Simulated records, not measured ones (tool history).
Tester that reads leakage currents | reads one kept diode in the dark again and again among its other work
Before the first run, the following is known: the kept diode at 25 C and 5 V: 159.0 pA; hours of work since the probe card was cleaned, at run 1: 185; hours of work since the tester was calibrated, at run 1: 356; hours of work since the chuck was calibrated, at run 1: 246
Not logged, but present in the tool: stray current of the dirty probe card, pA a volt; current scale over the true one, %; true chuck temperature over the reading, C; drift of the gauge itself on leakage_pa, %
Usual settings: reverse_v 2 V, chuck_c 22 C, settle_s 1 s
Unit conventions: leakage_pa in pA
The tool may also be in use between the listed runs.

run    hour  reverse_v  chuck_c  settle_s  hours of work since the probe card was cleaned  hours of work since the tester was calibrated  hours of work since the chuck was calibrated  leakage_pa
  1       0          2       22         1                                             185                                            356                                           246       81.09
  2    38.9          2       22         1                                             215                                            385                                           275       81.88
  3    84.7          2       22         1                                             249                                            420                                           309       83.48
  4   134.8          2       22         1                                             287                                            457                                           347       83.89
  5   179.5          2       22         1                                             320                                            491                                           380       84.59
  6     229          2       55         1                                             357                                            528                                           417     1213.32
  7   253.1          2       55         1                                             375                                            546                                           436     1226.42
  8   295.2          2       22         1                                             407                                            578                                           467       86.95
  9   330.2          2       22         1                                             433                                            604                                           493       87.25
 10   364.8          2       22         1                                             459                                            630                                           519       88.29
 11   416.7          2       22         1                                             498                                            669                                           558       89.14
 12   445.3          2       22       6.7                                             520                                            690                                           580       89.36
 13   502.2       5.21       22         1                                             562                                            733                                           622      150.07
      529.3  -- chuck's temperature calibrated
 14   534.6       5.21       22         1                                             585                                            756                                             4      127.18
 15   563.9          2       22         1                                             607                                            778                                            26       78.23
 16   617.6          2       22         1                                             647                                            818                                            66       79.05
 17   648.1          2       28         1                                             670                                            841                                            89      134.52
 18   690.1          2       22         1                                             702                                            873                                           121       80.37
 19   725.6          2       22       8.7                                             728                                            899                                           147       80.27
 20   755.4          2       22       8.7                                             751                                            922                                           170       80.95
 21   801.3        1.3       22         1                                             785                                            956                                           204        65.7
 22   834.9       4.84       52         1                                             810                                            981                                           229     1482.69
 23   887.8       4.79       22         1                                             850                                           1021                                           269      130.81
 24   933.8       4.79       22         1                                             885                                           1055                                           304      132.95
 25   974.1       4.79       26         1                                             915                                           1086                                           334      189.29
 26    1002       1.44       21         1                                             936                                           1107                                           355        66.2
 27  1054.9       6.43       29      0.67                                             976                                           1146                                           394      293.62
 28  1089.8       2.11       22      5.32                                            1002                                           1173                                           421       90.19
 29  1123.3       1.78       33      0.31                                            1027                                           1198                                           446       214.1
 30  1151.1        6.3       34      3.81                                            1048                                           1219                                           467      445.31
 31  1181.1      13.82       34      2.39                                            1070                                           1241                                           489      668.83
 32  1206.2       7.07       41      7.42                                            1089                                           1260                                           508       838.8
 33  1240.5          2       22      0.37                                            1115                                           1286                                           534        91.4
 34  1281.4       1.85       24      0.49                                            1146                                           1316                                           564       105.5
 35    1324       6.92       46      0.41                                            1178                                           1348                                           596     1248.62
 36  1352.9          2       22      5.83                                            1199                                           1370                                           618       92.84
     1387.1  -- chuck's temperature calibrated
 37  1401.7          2       51      1.52                                            1234                                           1405                                            11       829.7
 38    1433       1.39       53      0.39                                            1258                                           1429                                            34      808.34
 39  1490.3      19.45       36      0.36                                            1301                                           1472                                            77       851.2

Branching from run 39: 3 alternative next runs. What would each branch give?
  A  1524        1.4       46         1                                            1326                                           1497                                           103           ?
  B  1524       7.64       22      2.79                                            1326                                           1497                                           103           ?
  C  1524       6.44       36      0.36                                            1326                                           1497                                           103           ?

run  leakage_pa
  A      485.77
  B      159.71
  C      481.75
Stripped of hidden state, with their random variation kept, the same runs would have yielded:
run  leakage_pa
  A      474.93
  B      151.47
  C      467.48

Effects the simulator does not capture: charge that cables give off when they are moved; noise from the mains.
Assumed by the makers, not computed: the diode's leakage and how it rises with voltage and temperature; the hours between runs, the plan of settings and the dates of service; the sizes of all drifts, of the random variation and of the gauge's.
